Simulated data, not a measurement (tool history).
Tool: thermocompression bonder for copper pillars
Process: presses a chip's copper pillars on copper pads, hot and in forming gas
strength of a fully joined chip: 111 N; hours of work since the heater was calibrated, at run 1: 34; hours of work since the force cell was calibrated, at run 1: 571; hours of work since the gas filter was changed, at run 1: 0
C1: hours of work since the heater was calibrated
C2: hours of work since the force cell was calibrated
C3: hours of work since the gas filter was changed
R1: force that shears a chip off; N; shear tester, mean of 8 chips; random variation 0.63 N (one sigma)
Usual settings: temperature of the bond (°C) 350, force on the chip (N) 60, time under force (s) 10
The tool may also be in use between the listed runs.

{"run": 1, "hour": 0.0, "temperature of the bond (°C)": 350, "force on the chip (N)": 60, "time under force (s)": 10, "C1": 34, "C2": 571, "C3": 0, "R1": 61.8}
{"run": 2, "hour": 13.0, "temperature of the bond (°C)": 350, "force on the chip (N)": 60, "time under force (s)": 10, "C1": 44, "C2": 581, "C3": 10, "R1": 62.1}
{"run": 3, "hour": 25.1, "temperature of the bond (°C)": 350, "force on the chip (N)": 60, "time under force (s)": 10, "C1": 53, "C2": 590, "C3": 19, "R1": 61.0}
{"run": 4, "hour": 32.3, "temperature of the bond (°C)": 350, "force on the chip (N)": 60, "time under force (s)": 10, "C1": 58, "C2": 595, "C3": 24, "R1": 60.5}
{"run": 5, "hour": 42.8, "temperature of the bond (°C)": 350, "force on the chip (N)": 60, "time under force (s)": 10, "C1": 66, "C2": 603, "C3": 32, "R1": 60.5}
{"run": 6, "hour": 50.4, "temperature of the bond (°C)": 350, "force on the chip (N)": 60, "time under force (s)": 10, "C1": 72, "C2": 609, "C3": 38, "R1": 61.4}
{"run": 7, "hour": 65.3, "temperature of the bond (°C)": 350, "force on the chip (N)": 60, "time under force (s)": 10, "C1": 83, "C2": 620, "C3": 49, "R1": 59.9}
{"run": 8, "hour": 73.1, "temperature of the bond (°C)": 350, "force on the chip (N)": 60, "time under force (s)": 10, "C1": 89, "C2": 626, "C3": 55, "R1": 60.5}
{"run": 9, "hour": 86.1, "temperature of the bond (°C)": 350, "force on the chip (N)": 68, "time under force (s)": 10, "C1": 98, "C2": 636, "C3": 64, "R1": 64.8}
{"run": 10, "hour": 99.4, "temperature of the bond (°C)": 350, "force on the chip (N)": 60, "time under force (s)": 10, "C1": 108, "C2": 645, "C3": 74, "R1": 58.7}
{"run": 11, "hour": 112.5, "temperature of the bond (°C)": 376, "force on the chip (N)": 60, "time under force (s)": 10, "C1": 118, "C2": 655, "C3": 84, "R1": 74.8}
{"run": 12, "hour": 121.6, "temperature of the bond (°C)": 350, "force on the chip (N)": 60, "time under force (s)": 10, "C1": 125, "C2": 662, "C3": 91, "R1": 58.1}
{"run": 13, "hour": 128.9, "temperature of the bond (°C)": 350, "force on the chip (N)": 88, "time under force (s)": 10, "C1": 131, "C2": 668, "C3": 96, "R1": 74.9}
{"run": 14, "hour": 139.4, "temperature of the bond (°C)": 336, "force on the chip (N)": 43, "time under force (s)": 23, "C1": 138, "C2": 675, "C3": 104, "R1": 48.3}
{"run": 15, "hour": 152.5, "temperature of the bond (°C)": 332, "force on the chip (N)": 62, "time under force (s)": 20, "C1": 148, "C2": 685, "C3": 114, "R1": 60.8}
{"run": 16, "hour": 159.4, "temperature of the bond (°C)": 332, "force on the chip (N)": 62, "time under force (s)": 20, "C1": 153, "C2": 690, "C3": 119, "R1": 60.2}
{"run": 17, "hour": 170.3, "temperature of the bond (°C)": 375, "force on the chip (N)": 43, "time under force (s)": 19, "C1": 161, "C2": 699, "C3": 127, "R1": 68.0}
{"run": 18, "hour": 178.3, "temperature of the bond (°C)": 375, "force on the chip (N)": 43, "time under force (s)": 19, "C1": 167, "C2": 704, "C3": 133, "R1": 67.7}
{"hour": 181.1, "done": "force cell calibrated"}
{"hour": 184.6, "done": "forming gas filter changed"}
{"run": 19, "hour": 194.6, "temperature of the bond (°C)": 364, "force on the chip (N)": 76, "time under force (s)": 9, "C1": 178, "C2": 10, "C3": 7, "R1": 78.9}
{"run": 20, "hour": 207.9, "temperature of the bond (°C)": 331, "force on the chip (N)": 60, "time under force (s)": 10, "C1": 188, "C2": 20, "C3": 17, "R1": 47.5}
{"run": 21, "hour": 221.0, "temperature of the bond (°C)": 361, "force on the chip (N)": 60, "time under force (s)": 10, "C1": 198, "C2": 29, "C3": 27, "R1": 65.2}
{"run": 22, "hour": 231.3, "temperature of the bond (°C)": 350, "force on the chip (N)": 60, "time under force (s)": 6, "C1": 206, "C2": 37, "C3": 35, "R1": 47.3}
{"run": 23, "hour": 238.1, "temperature of the bond (°C)": 350, "force on the chip (N)": 56, "time under force (s)": 23, "C1": 211, "C2": 42, "C3": 40, "R1": 71.8}
{"run": 24, "hour": 250.1, "temperature of the bond (°C)": 350, "force on the chip (N)": 56, "time under force (s)": 23, "C1": 220, "C2": 51, "C3": 49, "R1": 71.8}
{"run": 25, "hour": 263.8, "temperature of the bond (°C)": 373, "force on the chip (N)": 56, "time under force (s)": 23, "C1": 230, "C2": 61, "C3": 59, "R1": 84.7}

Hidden state at the last listed run before each entry between runs and at the first one after, where it differs:
Between runs 18 and 19: force cell calibrated (hour 181.1); forming gas filter changed (hour 184.6)
  true temperature of the bond over the reading, C: -1 -> -1.1; force that reaches the chip, % of what is set: 97.2 -> 95.8; oxide that the forming gas leaves, % of the face: 8.07 -> 1.04
  measured less the result without the state, R1: -7.7 -> -3.2 N

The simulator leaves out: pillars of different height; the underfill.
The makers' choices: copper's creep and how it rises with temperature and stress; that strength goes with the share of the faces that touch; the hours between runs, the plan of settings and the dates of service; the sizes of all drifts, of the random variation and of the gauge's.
